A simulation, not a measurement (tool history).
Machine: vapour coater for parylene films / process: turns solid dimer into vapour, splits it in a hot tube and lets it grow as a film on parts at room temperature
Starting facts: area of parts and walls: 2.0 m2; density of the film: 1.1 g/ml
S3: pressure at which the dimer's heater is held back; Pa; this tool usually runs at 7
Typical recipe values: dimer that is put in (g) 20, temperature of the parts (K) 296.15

run 1 hour=0 | dimer_that_is_put_in_(g)=20 temperature_of_the_parts_(K)=296.15 S3=7 | thickness_of_the_film_(nm)=6050
run 2 hour=10.5 | dimer_that_is_put_in_(g)=20 temperature_of_the_parts_(K)=296.15 S3=7 | thickness_of_the_film_(nm)=6020
run 3 hour=25.3 | dimer_that_is_put_in_(g)=20 temperature_of_the_parts_(K)=296.15 S3=7 | thickness_of_the_film_(nm)=5970
run 4 hour=42.9 | dimer_that_is_put_in_(g)=20 temperature_of_the_parts_(K)=296.15 S3=7 | thickness_of_the_film_(nm)=6020
run 5 hour=59.6 | dimer_that_is_put_in_(g)=20 temperature_of_the_parts_(K)=296.15 S3=7 | thickness_of_the_film_(nm)=6070
run 6 hour=80 | dimer_that_is_put_in_(g)=20 temperature_of_the_parts_(K)=293.15 S3=7 | thickness_of_the_film_(nm)=6990
run 7 hour=100.1 | dimer_that_is_put_in_(g)=20 temperature_of_the_parts_(K)=293.15 S3=7 | thickness_of_the_film_(nm)=7050
run 8 hour=111.8 | dimer_that_is_put_in_(g)=20 temperature_of_the_parts_(K)=293.15 S3=7 | thickness_of_the_film_(nm)=7010
run 9 hour=128.2 | dimer_that_is_put_in_(g)=20 temperature_of_the_parts_(K)=293.15 S3=7 | thickness_of_the_film_(nm)=7020
run 10 hour=140.6 | dimer_that_is_put_in_(g)=20 temperature_of_the_parts_(K)=293.15 S3=7 | thickness_of_the_film_(nm)=7050
run 11 hour=157.5 | dimer_that_is_put_in_(g)=23 temperature_of_the_parts_(K)=306.15 S3=11.91 | thickness_of_the_film_(nm)=4070
run 12 hour=172 | dimer_that_is_put_in_(g)=20 temperature_of_the_parts_(K)=296.15 S3=4.5 | thickness_of_the_film_(nm)=6200
run 13 hour=193.2 | dimer_that_is_put_in_(g)=8 temperature_of_the_parts_(K)=296.15 S3=11.11 | thickness_of_the_film_(nm)=2360
run 14 hour=211.3 | dimer_that_is_put_in_(g)=8 temperature_of_the_parts_(K)=304.15 S3=9.66 | thickness_of_the_film_(nm)=1570
run 15 hour=224.5 | dimer_that_is_put_in_(g)=8 temperature_of_the_parts_(K)=303.15 S3=2.46 | thickness_of_the_film_(nm)=1800
run 16 hour=243.1 | dimer_that_is_put_in_(g)=16 temperature_of_the_parts_(K)=301.15 S3=2.04 | thickness_of_the_film_(nm)=4070
run 17 hour=256.5 | dimer_that_is_put_in_(g)=13 temperature_of_the_parts_(K)=297.15 S3=9.69 | thickness_of_the_film_(nm)=3660
run 18 hour=276.9 | dimer_that_is_put_in_(g)=13 temperature_of_the_parts_(K)=297.15 S3=9.69 | thickness_of_the_film_(nm)=3640
run 19 hour=299.7 | dimer_that_is_put_in_(g)=18 temperature_of_the_parts_(K)=297.15 S3=2.44 | thickness_of_the_film_(nm)=5500
run 20 hour=313.6 | dimer_that_is_put_in_(g)=20 temperature_of_the_parts_(K)=303.15 S3=5.1 | thickness_of_the_film_(nm)=4350

Here are 3 independent what-if runs from the current tool condition. What would each one return?
run A hour=332 | dimer_that_is_put_in_(g)=17 temperature_of_the_parts_(K)=291.15 S3=3.44 | thickness_of_the_film_(nm)=?
run B hour=332 | dimer_that_is_put_in_(g)=28 temperature_of_the_parts_(K)=296.15 S3=7 | thickness_of_the_film_(nm)=?
run C hour=332 | dimer_that_is_put_in_(g)=20 temperature_of_the_parts_(K)=296.15 S3=2.77 | thickness_of_the_film_(nm)=?

run=A thickness_of_the_film_(nm)=6900
run=B thickness_of_the_film_(nm)=8460
run=C thickness_of_the_film_(nm)=6390
Take away the tool's hidden state, keep each run's random variation, and the runs would have read:
run=A thickness_of_the_film_(nm)=6910
run=B thickness_of_the_film_(nm)=8470
run=C thickness_of_the_film_(nm)=6410
